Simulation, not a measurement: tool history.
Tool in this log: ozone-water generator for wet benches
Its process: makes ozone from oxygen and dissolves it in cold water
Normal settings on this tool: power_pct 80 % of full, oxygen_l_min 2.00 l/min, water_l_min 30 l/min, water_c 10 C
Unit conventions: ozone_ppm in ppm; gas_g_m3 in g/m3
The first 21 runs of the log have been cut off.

run    hour  power_pct  oxygen_l_min  water_l_min  water_c  hours of work since the electrodes were changed  hours of work since the contactor was cleaned  hours of work since the thermometer was calibrated  ozone_ppm  gas_g_m3
 22  2986.0         67          2.00           30        5                                             6478                                           2175                                                 593        7.0     153.5
 23  3131.3        100          2.65           19        6                                             6578                                           2275                                                 693       15.6     164.8
 24  3310.7        100          2.65           19        6                                             6702                                           2399                                                 817       15.3     162.2
 25  3405.0         90          1.95           41       10                                             6767                                           2464                                                 882        5.8     181.3
 26  3586.3         80          1.26           30        9                                             6893                                           2590                                                1008        6.5     214.5
 27  3767.7         80          1.26           30        9                                             7018                                           2715                                                1133        6.2     212.6
 28  3895.7         80          1.26           30        9                                             7107                                           2804                                                1222        6.4     211.5
 29  4066.1         80          1.26           30        9                                             7225                                           2922                                                1340        6.3     210.9
 30  4238.6         96          1.37           30        9                                             7344                                           3041                                                1459        7.3     221.3
 31  4395.8         80          2.78           30       15                                             7453                                           3150                                                1568        8.1     138.2
 32  4473.1         80          3.60           30       10                                             7506                                           3203                                                1621        9.0     121.4

Below are 4 alternative next runs, each starting from the tool's condition after run 32. Predict each:
  A  4623.7         80          1.45           24       10                                             7610                                           3307                                                1725          ?         ?
  B  4623.7         80          3.60           26        8                                             7610                                           3307                                                1725          ?         ?
  C  4623.7         45          3.60           30       10                                             7610                                           3307                                                1725          ?         ?
  D  4623.7         80          2.00           30        9                                             7610                                           3307                                                1725          ?         ?

run  ozone_ppm  gas_g_m3
  A        8.5     195.4
  B       10.5     119.7
  C        6.7      88.8
  D        7.6     164.3
Had the tool no hidden state, the same runs would have come out as:
run  ozone_ppm  gas_g_m3
  A        9.9     224.0
  B       12.3     137.2
  C        7.5      97.7
  D        8.9     188.4
